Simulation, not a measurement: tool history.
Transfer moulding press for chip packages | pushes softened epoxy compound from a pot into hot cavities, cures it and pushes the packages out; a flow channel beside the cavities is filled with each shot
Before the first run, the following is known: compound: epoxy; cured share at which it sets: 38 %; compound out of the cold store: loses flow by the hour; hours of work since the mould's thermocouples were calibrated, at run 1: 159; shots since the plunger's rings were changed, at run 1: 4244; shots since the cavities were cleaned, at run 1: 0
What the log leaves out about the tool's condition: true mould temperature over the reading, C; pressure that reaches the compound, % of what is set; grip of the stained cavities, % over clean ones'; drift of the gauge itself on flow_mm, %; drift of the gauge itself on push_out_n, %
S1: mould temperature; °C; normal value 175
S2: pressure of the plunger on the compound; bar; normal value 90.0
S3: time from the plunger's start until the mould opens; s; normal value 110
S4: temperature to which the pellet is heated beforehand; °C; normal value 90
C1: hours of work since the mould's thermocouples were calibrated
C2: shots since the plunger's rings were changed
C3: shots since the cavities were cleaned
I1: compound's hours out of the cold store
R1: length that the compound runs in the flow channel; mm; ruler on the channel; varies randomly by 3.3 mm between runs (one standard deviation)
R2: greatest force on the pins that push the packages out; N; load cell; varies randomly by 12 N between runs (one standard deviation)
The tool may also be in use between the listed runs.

{"run": 1, "hour": 0.0, "S1": 175, "S2": 90.0, "S3": 110, "S4": 90, "C1": 159, "C2": 4244, "C3": 0, "I1": 14.9, "R1": 885, "R2": 571}
{"run": 2, "hour": 18.5, "S1": 175, "S2": 90.0, "S3": 110, "S4": 90, "C1": 170, "C2": 4456, "C3": 212, "I1": 31.9, "R1": 835, "R2": 693}
{"run": 3, "hour": 46.6, "S1": 175, "S2": 90.0, "S3": 110, "S4": 90, "C1": 188, "C2": 4780, "C3": 536, "I1": 44.6, "R1": 793, "R2": 852}
{"run": 4, "hour": 60.3, "S1": 175, "S2": 90.0, "S3": 110, "S4": 90, "C1": 196, "C2": 4936, "C3": 692, "I1": 30.8, "R1": 832, "R2": 896}
{"hour": 64.7, "done": "plunger's sealing rings changed"}
{"run": 5, "hour": 74.7, "S1": 175, "S2": 90.0, "S3": 110, "S4": 90, "C1": 204, "C2": 115, "C3": 829, "I1": 26.3, "R1": 913, "R2": 930}
{"run": 6, "hour": 96.9, "S1": 175, "S2": 90.0, "S3": 110, "S4": 90, "C1": 218, "C2": 369, "C3": 1083, "I1": 21.0, "R1": 928, "R2": 982}
{"hour": 100.6, "done": "cavities cleaned with cleaning compound and waxed"}
{"run": 7, "hour": 125.1, "S1": 175, "S2": 90.0, "S3": 110, "S4": 94, "C1": 235, "C2": 677, "C3": 282, "I1": 26.6, "R1": 901, "R2": 725}
{"run": 8, "hour": 138.9, "S1": 175, "S2": 90.0, "S3": 110, "S4": 90, "C1": 243, "C2": 834, "C3": 439, "I1": 40.5, "R1": 857, "R2": 801}
{"run": 9, "hour": 153.7, "S1": 175, "S2": 90.0, "S3": 110, "S4": 90, "C1": 253, "C2": 1004, "C3": 609, "I1": 37.7, "R1": 869, "R2": 870}
{"run": 10, "hour": 178.5, "S1": 175, "S2": 90.0, "S3": 110, "S4": 90, "C1": 268, "C2": 1289, "C3": 894, "I1": 46.6, "R1": 831, "R2": 887}
{"hour": 198.8, "done": "cavities cleaned with cleaning compound and waxed"}
{"run": 11, "hour": 205.2, "S1": 175, "S2": 90.0, "S3": 110, "S4": 90, "C1": 284, "C2": 1578, "C3": 73, "I1": 21.6, "R1": 908, "R2": 594}
{"run": 12, "hour": 232.1, "S1": 175, "S2": 90.0, "S3": 110, "S4": 90, "C1": 301, "C2": 1887, "C3": 382, "I1": 18.9, "R1": 911, "R2": 796}
{"run": 13, "hour": 258.5, "S1": 175, "S2": 90.0, "S3": 110, "S4": 90, "C1": 318, "C2": 2190, "C3": 685, "I1": 12.6, "R1": 926, "R2": 920}
{"run": 14, "hour": 271.1, "S1": 175, "S2": 90.0, "S3": 110, "S4": 90, "C1": 326, "C2": 2335, "C3": 830, "I1": 22.6, "R1": 890, "R2": 912}
{"run": 15, "hour": 292.5, "S1": 175, "S2": 90.0, "S3": 110, "S4": 90, "C1": 339, "C2": 2580, "C3": 1075, "I1": 13.0, "R1": 909, "R2": 1024}
{"hour": 297.4, "done": "cavities cleaned with cleaning compound and waxed"}
{"run": 16, "hour": 313.5, "S1": 175, "S2": 81.9, "S3": 110, "S4": 90, "C1": 351, "C2": 2804, "C3": 185, "I1": 39.2, "R1": 794, "R2": 641}
{"run": 17, "hour": 339.8, "S1": 175, "S2": 71.7, "S3": 110, "S4": 90, "C1": 368, "C2": 3106, "C3": 487, "I1": 44.9, "R1": 726, "R2": 785}
{"run": 18, "hour": 358.0, "S1": 175, "S2": 101.6, "S3": 99, "S4": 99, "C1": 379, "C2": 3314, "C3": 695, "I1": 36.4, "R1": 890, "R2": 1002}
{"run": 19, "hour": 381.4, "S1": 175, "S2": 101.6, "S3": 99, "S4": 99, "C1": 394, "C2": 3584, "C3": 965, "I1": 36.1, "R1": 886, "R2": 1076}
{"hour": 396.0, "done": "cavities cleaned with cleaning compound and waxed"}
{"run": 20, "hour": 407.7, "S1": 177, "S2": 101.6, "S3": 99, "S4": 96, "C1": 410, "C2": 3868, "C3": 134, "I1": 23.1, "R1": 907, "R2": 656}
{"run": 21, "hour": 432.4, "S1": 172, "S2": 77.3, "S3": 99, "S4": 88, "C1": 425, "C2": 4152, "C3": 418, "I1": 37.3, "R1": 770, "R2": 1112}
{"run": 22, "hour": 456.3, "S1": 175, "S2": 90.0, "S3": 95, "S4": 81, "C1": 440, "C2": 4426, "C3": 692, "I1": 41.3, "R1": 805, "R2": 1116}
{"run": 23, "hour": 481.4, "S1": 179, "S2": 90.0, "S3": 113, "S4": 90, "C1": 456, "C2": 4714, "C3": 980, "I1": 30.9, "R1": 812, "R2": 820}
{"hour": 493.6, "done": "cavities cleaned with cleaning compound and waxed"}
{"run": 24, "hour": 503.5, "S1": 179, "S2": 90.0, "S3": 113, "S4": 90, "C1": 469, "C2": 4951, "C3": 114, "I1": 40.4, "R1": 786, "R2": 555}
{"hour": 508.3, "done": "plunger's sealing rings changed"}
{"run": 25, "hour": 528.7, "S1": 179, "S2": 90.0, "S3": 113, "S4": 90, "C1": 483, "C2": 234, "C3": 374, "I1": 19.8, "R1": 915, "R2": 691}
{"run": 26, "hour": 556.7, "S1": 179, "S2": 90.0, "S3": 113, "S4": 90, "C1": 501, "C2": 555, "C3": 695, "I1": 11.8, "R1": 936, "R2": 740}
{"run": 27, "hour": 581.1, "S1": 179, "S2": 90.0, "S3": 113, "S4": 90, "C1": 516, "C2": 836, "C3": 976, "I1": 42.1, "R1": 840, "R2": 834}
{"hour": 594.6, "done": "cavities cleaned with cleaning compound and waxed"}
{"run": 28, "hour": 602.2, "S1": 181, "S2": 77.7, "S3": 112, "S4": 83, "C1": 529, "C2": 1061, "C3": 87, "I1": 28.0, "R1": 810, "R2": 516}

Predict each of these 4 candidate next runs independently; none follows another, all start after run 28:
{"run": "A", "hour": 624.2, "S1": 170, "S2": 90.0, "S3": 110, "S4": 90, "C1": 543, "C2": 1313, "C3": 339, "I1": 37.1, "R1": "?", "R2": "?"}
{"run": "B", "hour": 624.2, "S1": 175, "S2": 83.3, "S3": 126, "S4": 86, "C1": 543, "C2": 1313, "C3": 339, "I1": 15.4, "R1": "?", "R2": "?"}
{"run": "C", "hour": 624.2, "S1": 176, "S2": 77.7, "S3": 112, "S4": 83, "C1": 543, "C2": 1313, "C3": 339, "I1": 34.4, "R1": "?", "R2": "?"}
{"run": "D", "hour": 624.2, "S1": 181, "S2": 77.7, "S3": 147, "S4": 83, "C1": 543, "C2": 1313, "C3": 339, "I1": 21.7, "R1": "?", "R2": "?"}

run=A R1=884 R2=963
run=B R1=893 R2=653
run=C R1=805 R2=677
run=D R1=822 R2=614
Take away the tool's hidden state, keep each run's random variation, and the runs would have read:
run=A R1=908 R2=751
run=B R1=917 R2=488
run=C R1=826 R2=509
run=D R1=843 R2=449
